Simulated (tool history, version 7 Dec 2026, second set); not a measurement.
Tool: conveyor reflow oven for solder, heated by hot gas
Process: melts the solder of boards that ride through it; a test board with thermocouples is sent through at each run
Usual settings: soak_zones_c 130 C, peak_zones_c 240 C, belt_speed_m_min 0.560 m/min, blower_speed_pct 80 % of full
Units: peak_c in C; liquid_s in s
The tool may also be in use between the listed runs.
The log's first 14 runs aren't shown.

| run | hour | soak_zones_c | peak_zones_c | belt_speed_m_min | blower_speed_pct | peak_c | liquid_s |
|---|---|---|---|---|---|---|---|
| 15 | 189.3 | 130 | 240 | 0.557 | 80 | 223.3 | 67.6 |
| 16 | 200.1 | 130 | 240 | 0.453 | 80 | 228.6 | 89.4 |
| 17 | 215.7 | 130 | 235 | 0.638 | 50 | 206.7 | 42.9 |
| 18 | 233.2 | 130 | 240 | 0.502 | 80 | 225.4 | 77.1 |
| 19 | 246.1 | 130 | 240 | 0.502 | 80 | 225.9 | 77.1 |
| 20 | 255.0 | 144 | 234 | 0.516 | 66 | 219.9 | 75.7 |
| 21 | 267.1 | 144 | 234 | 0.516 | 66 | 219.6 | 75.4 |
| 22 | 276.7 | 122 | 252 | 0.573 | 57 | 225.9 | 64.0 |
| 23 | 290.6 | 137 | 252 | 0.615 | 57 | 225.0 | 63.8 |
| 24 | 298.5 | 130 | 240 | 0.505 | 80 | 224.9 | 76.3 |
| 25 | 316.6 | 134 | 254 | 0.560 | 80 | 235.1 | 75.4 |
| 26 | 324.7 | 134 | 236 | 0.506 | 81 | 222.0 | 75.4 |
| 27 | 342.7 | 130 | 240 | 0.585 | 80 | 220.1 | 61.4 |
| 28 | 359.8 | 130 | 240 | 0.585 | 80 | 220.2 | 61.2 |
| 29 | 369.4 | 128 | 250 | 0.648 | 80 | 224.5 | 57.1 |
| 30 | 384.0 | 138 | 238 | 0.609 | 80 | 217.9 | 60.0 |

Forecast each of these 4 alternatives for the next run:
| A | 391.7 | 130 | 237 | 0.560 | 77 | ? | ? |
| B | 391.7 | 140 | 238 | 0.609 | 80 | ? | ? |
| C | 391.7 | 118 | 229 | 0.560 | 59 | ? | ? |
| D | 391.7 | 144 | 236 | 0.628 | 80 | ? | ? |

| run | peak_c | liquid_s |
|---|---|---|
| A | 218.2 | 62.4 |
| B | 218.0 | 61.0 |
| C | 205.7 | 44.9 |
| D | 216.5 | 59.0 |
Without the tool's hidden state the same runs would have given:
| run | peak_c | liquid_s |
|---|---|---|
| A | 221.8 | 65.0 |
| B | 221.6 | 63.3 |
| C | 209.2 | 49.1 |
| D | 220.0 | 61.4 |
